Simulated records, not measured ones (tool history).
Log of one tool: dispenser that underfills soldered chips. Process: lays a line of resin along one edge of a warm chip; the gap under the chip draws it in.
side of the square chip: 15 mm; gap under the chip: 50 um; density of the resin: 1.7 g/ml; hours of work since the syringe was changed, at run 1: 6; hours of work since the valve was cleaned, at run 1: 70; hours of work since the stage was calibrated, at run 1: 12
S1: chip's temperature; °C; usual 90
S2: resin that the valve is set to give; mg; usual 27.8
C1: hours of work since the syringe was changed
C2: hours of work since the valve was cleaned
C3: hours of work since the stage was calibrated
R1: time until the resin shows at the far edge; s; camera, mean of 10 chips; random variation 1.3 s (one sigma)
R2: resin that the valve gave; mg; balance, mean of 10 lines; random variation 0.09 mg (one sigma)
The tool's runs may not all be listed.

Run 1, hour 0.0: usual settings; C1 6; C2 70; C3 12. Result: R1 163.5 s, R2 26.34 mg.
At hour 3.4: new syringe of resin.
At hour 5.1: dispensing valve cleaned and set on the balance.
Run 2, hour 8.7: usual settings; C1 3; C2 2; C3 17. Result: R1 141.8 s, R2 27.76 mg.
Run 3, hour 13.9: usual settings but S2 32.9 mg; C1 6; C2 6; C3 20. Result: R1 161.2 s, R2 32.82 mg.
At hour 17.9: new syringe of resin.
Run 4, hour 21.8: usual settings but S2 30.9 mg; C1 2; C2 10; C3 25. Result: R1 140.7 s, R2 30.50 mg.
Run 5, hour 29.1: usual settings; C1 7; C2 15; C3 29. Result: R1 173.0 s, R2 27.42 mg.
At hour 30.7: new syringe of resin.
Run 6, hour 35.8: usual settings but S1 80 °C; C1 3; C2 19; C3 33. Result: R1 193.0 s, R2 27.51 mg.
At hour 43.5: new syringe of resin.
Run 7, hour 45.0: usual settings but S1 80 °C; C1 1; C2 24; C3 39. Result: R1 178.5 s, R2 27.27 mg.
Run 8, hour 53.0: usual settings but S1 80 °C; C1 6; C2 29; C3 44. Result: R1 214.5 s, R2 27.20 mg.
At hour 56.8: new syringe of resin.
Run 9, hour 62.0: usual settings but S1 80 °C; C1 3; C2 35; C3 49. Result: R1 194.0 s, R2 26.95 mg.
Run 10, hour 66.7: usual settings but S1 80 °C; C1 6; C2 38; C3 52. Result: R1 216.5 s, R2 26.94 mg.
At hour 69.6: new syringe of resin.
Run 11, hour 73.1: usual settings but S1 79 °C; C1 2; C2 42; C3 56. Result: R1 193.6 s, R2 26.88 mg.
Run 12, hour 79.6: usual settings; C1 6; C2 46; C3 60. Result: R1 165.3 s, R2 26.91 mg.
At hour 82.5: new syringe of resin.
Run 13, hour 86.0: usual settings but S1 84 °C, S2 29.4 mg; C1 2; C2 50; C3 64. Result: R1 167.7 s, R2 28.38 mg.
Run 14, hour 94.8: usual settings but S1 84 °C, S2 29.4 mg; C1 8; C2 55; C3 70. Result: R1 207.0 s, R2 28.10 mg.
At hour 95.6: new syringe of resin.
Run 15, hour 99.4: usual settings but S1 75 °C, S2 33.2 mg; C1 2; C2 58; C3 72. Result: R1 210.5 s, R2 31.76 mg.
Run 16, hour 106.5: usual settings but S1 101 °C, S2 35.2 mg; C1 7; C2 62; C3 77. Result: R1 121.7 s, R2 33.60 mg.
At hour 108.6: new syringe of resin.
Run 17, hour 115.4: usual settings but S1 101 °C, S2 35.2 mg; C1 4; C2 68; C3 82. Result: R1 113.4 s, R2 33.27 mg.
At hour 121.8: new syringe of resin.
At hour 124.4: dispensing valve cleaned and set on the balance.
Run 18, hour 124.9: usual settings but S1 87 °C, S2 26.9 mg; C1 1; C2 0; C3 87. Result: R1 150.8 s, R2 26.78 mg.
Run 19, hour 129.8: usual settings but S1 97 °C, S2 32.7 mg; C1 4; C2 3; C3 90. Result: R1 126.5 s, R2 32.65 mg.
At hour 135.6: new syringe of resin.
Run 20, hour 137.4: usual settings but S2 26.2 mg; C1 1; C2 8; C3 95. Result: R1 135.0 s, R2 25.80 mg.
Run 21, hour 145.2: usual settings but S1 96 °C, S2 32.4 mg; C1 6; C2 13; C3 100. Result: R1 135.1 s, R2 32.25 mg.
At hour 148.3: new syringe of resin.
Run 22, hour 152.0: usual settings but S1 85 °C, S2 32.4 mg; C1 2; C2 17; C3 104. Result: R1 158.5 s, R2 31.90 mg.
Run 23, hour 157.5: usual settings but S1 81 °C, S2 24.7 mg; C1 6; C2 20; C3 107. Result: R1 209.9 s, R2 24.20 mg.

Hidden state or all else? Some run-to-run changes of R1, split into what the settings, what came in and random variation would give without the hidden state, and what is left for the hidden state (with any gauge scatter that isn't in both results):
The hidden state here: resin's viscosity, % of fresh resin's; dose that the valve gives, % of what is set; true chip temperature over the reading, C; drift of the gauge itself on fill_s, %; drift of the gauge itself on given_mg, %.
Run 7 -> 8: no setting changed, nothing entered. R1 +36.0 s: hidden state +36.6, all else -0.6.
Run 13 -> 14: no setting changed, nothing entered. R1 +39.3 s: hidden state +38.5, all else +0.8.
Run 15 -> 16: S1 75 -> 101, S2 33.2 -> 35.2. R1 -88.8 s: hidden state +8.3, all else -97.1.
Run 22 -> 23: S1 85 -> 81, S2 32.4 -> 24.7. R1 +51.4 s: hidden state +28.4, all else +23.0.
